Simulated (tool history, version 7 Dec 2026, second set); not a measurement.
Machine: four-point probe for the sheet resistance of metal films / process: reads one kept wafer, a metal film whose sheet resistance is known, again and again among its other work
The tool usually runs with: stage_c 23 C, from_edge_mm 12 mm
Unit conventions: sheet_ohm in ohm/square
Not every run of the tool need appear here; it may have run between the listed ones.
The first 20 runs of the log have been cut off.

run	day	stage_c	from_edge_mm	sheet_ohm
21	10.983	23	12	17.511768
22	11.608	23	66	17.409451
23	12.067	35	12	17.700749
24	12.588	35	12	17.699127
25	13.242	28	8	17.724477
26	14.021	28	8	17.711338
27	14.783	23	12	17.507863
28	15.133	23	12	17.511673
29	15.533	29	9	17.687918
30	15.938	21	9	17.553788
31	16.612	21	17	17.426025
32	17.267	21	28	17.384404
33	17.696	21	8	17.601882
34	18.350	30	72	17.513023
35	19.112	23	44	17.413524
36	19.738	23	44	17.413653
37	20.438	23	12	17.507970
38	21.050	29	3	19.022924
39	21.558	29	3	19.021370
40	22.275	21	25	17.392748
41	22.612	21	25	17.396757
42	23.342	29	33	17.517153
43	23.812	29	7	17.805265
44	24.229	29	8	17.722284
45	24.767	29	8	17.722231

Here are 3 independent what-if runs from the current tool condition. What would each one return?
A	25.546	21	20	?
B	25.546	20	10	?
C	25.546	35	16	?

run	sheet_ohm
A	17.404189
B	17.506234
C	17.650309
The same runs, with their run-to-run variation unchanged, on a tool lacking any hidden condition would have given:
run	sheet_ohm
A	17.498012
B	17.600375
C	17.747618

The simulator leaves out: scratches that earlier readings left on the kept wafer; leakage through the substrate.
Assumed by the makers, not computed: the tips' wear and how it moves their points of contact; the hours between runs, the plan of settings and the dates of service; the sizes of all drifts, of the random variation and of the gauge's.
